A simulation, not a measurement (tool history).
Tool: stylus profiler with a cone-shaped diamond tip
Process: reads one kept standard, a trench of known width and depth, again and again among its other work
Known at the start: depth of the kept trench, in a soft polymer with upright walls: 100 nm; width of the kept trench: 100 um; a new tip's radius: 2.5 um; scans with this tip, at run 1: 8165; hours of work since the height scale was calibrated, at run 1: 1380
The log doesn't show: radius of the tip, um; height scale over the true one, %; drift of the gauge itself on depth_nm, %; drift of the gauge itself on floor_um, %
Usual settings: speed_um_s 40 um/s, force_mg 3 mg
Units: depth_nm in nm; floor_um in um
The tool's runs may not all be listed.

| run | hour | speed_um_s | force_mg | scans with this tip | hours of work since the height scale was calibrated | depth_nm | floor_um |
|---|---|---|---|---|---|---|---|
| 1 | 0 | 40 | 3 | 8165 | 1380 | 102.05 | 98.38 |
| 2 | 71.5 | 40 | 4.06 | 8496 | 1435 | 102.44 | 98.42 |
| 3 | 132.9 | 40 | 8.89 | 8779 | 1483 | 104.19 | 98.5 |
| 4 | 213.3 | 32 | 3 | 9151 | 1546 | 101.86 | 98.43 |
| 5 | 309 | 32 | 3 | 9594 | 1621 | 102.1 | 98.42 |
| 6 | 361.3 | 40 | 1.72 | 9836 | 1662 | 101.42 | 98.31 |
| 7 | 475.1 | 40 | 1.72 | 10362 | 1751 | 101.32 | 98.34 |
| 8 | 558.9 | 40 | 3 | 10750 | 1816 | 102.04 | 98.35 |
| 9 | 628.6 | 40 | 3 | 11072 | 1871 | 102.15 | 98.38 |
| 10 | 716.3 | 33 | 5.97 | 11477 | 1939 | 103.33 | 98.45 |
|  | 760.5 | height scale calibrated on a step standard |
| 11 | 803.9 | 27 | 6.43 | 11880 | 34 | 103.4 | 98.49 |
| 12 | 890.8 | 14 | 5.86 | 12282 | 102 | 102.98 | 98.47 |
| 13 | 962.2 | 14 | 5.86 | 12612 | 158 | 103.17 | 98.51 |
| 14 | 1056.1 | 49 | 7.13 | 13047 | 231 | 103.63 | 98.36 |
| 15 | 1173.4 | 27 | 3.45 | 13589 | 323 | 102.1 | 98.44 |
| 16 | 1245.3 | 40 | 1.56 | 13921 | 379 | 101.29 | 98.31 |
| 17 | 1357.9 | 40 | 2.48 | 14442 | 467 | 101.91 | 98.37 |
| 18 | 1409.3 | 13 | 2.21 | 14680 | 507 | 101.44 | 98.47 |

4 ways to go on from here, each from the tool as it stands after run 18. What would each give?
| A | 1489.4 | 25 | 4.26 | 15050 | 570 | ? | ? |
| B | 1489.4 | 99 | 1.19 | 15050 | 570 | ? | ? |
| C | 1489.4 | 13 | 6.65 | 15050 | 570 | ? | ? |
| D | 1489.4 | 152 | 4.07 | 15050 | 570 | ? | ? |

| run | depth_nm | floor_um |
|---|---|---|
| A | 102.36 | 98.45 |
| B | 100.99 | 97.79 |
| C | 103.3 | 98.52 |
| D | 102.33 | 97.96 |
Without the tool's hidden state the same runs would have given:
| run | depth_nm | floor_um |
|---|---|---|
| A | 102.36 | 98.47 |
| B | 100.99 | 97.81 |
| C | 103.29 | 98.54 |
| D | 102.33 | 97.98 |

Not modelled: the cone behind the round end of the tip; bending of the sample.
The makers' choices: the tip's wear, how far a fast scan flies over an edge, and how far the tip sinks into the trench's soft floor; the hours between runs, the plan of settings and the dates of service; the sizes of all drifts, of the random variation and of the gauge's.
